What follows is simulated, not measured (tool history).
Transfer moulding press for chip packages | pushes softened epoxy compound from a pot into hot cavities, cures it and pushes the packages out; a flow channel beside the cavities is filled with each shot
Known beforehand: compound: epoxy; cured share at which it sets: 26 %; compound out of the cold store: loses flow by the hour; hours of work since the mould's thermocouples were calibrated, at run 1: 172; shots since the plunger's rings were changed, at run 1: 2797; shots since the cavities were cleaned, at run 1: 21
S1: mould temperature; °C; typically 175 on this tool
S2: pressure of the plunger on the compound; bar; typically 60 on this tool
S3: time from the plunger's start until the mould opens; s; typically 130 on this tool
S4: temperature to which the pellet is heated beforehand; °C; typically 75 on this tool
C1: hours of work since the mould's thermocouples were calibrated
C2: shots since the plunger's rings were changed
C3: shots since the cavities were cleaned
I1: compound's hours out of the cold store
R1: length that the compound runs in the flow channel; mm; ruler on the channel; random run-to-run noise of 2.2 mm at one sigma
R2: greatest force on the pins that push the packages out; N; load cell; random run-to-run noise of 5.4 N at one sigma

run   hour   S1    S2   S3  S4   C1    C2   C3    I1   R1   R2
  1      0  175    60  130  75  172  2797   21  34.7  554  194
  2   17.4  175    60  130  75  184  2969  193    15  622  249
  3   43.6  175    60  130  75  201  3228  452  21.7  597  310
      49.1  -- cavities cleaned with cleaning compound and waxed
  4   62.7  175    60  130  75  213  3403  135  11.1  625  414
  5   78.1  175    60  130  75  223  3555  287  36.4  545  389
  6   93.3  175    60  130  75  233  3705  437  36.9  541  396
     100.2  -- cavities cleaned with cleaning compound and waxed
  7  120.6  172    60  130  75  251  3961  202   9.9  640  308
  8  144.6  172    60  130  75  267  4198  439  18.6  603  347
     150.1  -- cavities cleaned with cleaning compound and waxed
  9  164.9  175  50.3  130  75  279  4384  146  17.5  549  234
 10  184.2  175  48.4  130  75  292  4576  338  13.7  549  280
     200.4  -- cavities cleaned with cleaning compound and waxed
 11  204.7  175  48.4  130  75  305  4763   43   9.1  561  204
     219.8  -- cavities cleaned with cleaning compound and waxed, once more
 12    230  175  48.4  130  75  320  4999  102    22  522  220
 13  251.7  175  48.4  130  75  335  5214  317  15.9  540  294
     269.6  -- cavities cleaned with cleaning compound and waxed
 14  273.7  175    60  130  75  349  5417   42  17.9  592  211
 15  292.7  175  48.3  164  75  361  5604  229  23.3  513  219
 16  308.5  175  48.3  164  75  372  5760  385  16.7  533  258
     321.6  -- cavities cleaned with cleaning compound and waxed
     328.1  -- plunger's sealing rings changed
 17  330.5  180  47.7  164  75  384    24   63  27.3  522  180
 18  346.5  178  47.7  164  79  394   182  221  38.3  494  224
 19  359.8  177  49.7  150  75  403   314  353  37.9  509  249
     368.8  -- mould's thermocouples calibrated
     376.9  -- cavities cleaned with cleaning compound and waxed
 20  387.3  177  49.7  150  75   11   551  103  14.8  574  196
 21  406.4  170    60  145  79   24   740  292  45.8  541  285
     426.8  -- cavities cleaned with cleaning compound and waxed
 22  428.3  173    60  130  75   38   942   15  31.5  583  214
 23  447.1  175    60  160  77   50  1128  201  34.9  565  226
 24  474.4  175    60  160  77   68  1398  471  14.9  630  280
     477.6  -- cavities cleaned with cleaning compound and waxed
 25  490.3  174  46.2  142  68   78  1541  126  11.8  568  210
 26  506.8  174  46.2  142  68   89  1703  288  36.1  493  251
     528.1  -- cavities cleaned with cleaning compound and waxed
 27  530.4  182  61.2  125  79  104  1922   22  35.9  551  181
 28  553.6  179  61.2  125  79  119  2152  252  37.4  551  242

Predict each of these 3 candidate next runs independently; none follows another, all start after run 28:
       579  -- cavities cleaned with cleaning compound and waxed
  A  583.5  175    60  130  80  138  2433  45  40.4   ?   ?
       579  -- cavities cleaned with cleaning compound and waxed
  B  583.5  175  52.5  150  71  138  2433  45  10.9   ?   ?
       579  -- cavities cleaned with cleaning compound and waxed
  C  583.5  176    60  130  75  138  2433  45  20.9   ?   ?

run   R1   R2
  A  542  194
  B  594  178
  C  598  195
Without the tool's hidden state the same runs would have given:
run   R1   R2
  A  555  175
  B  608  162
  C  612  176
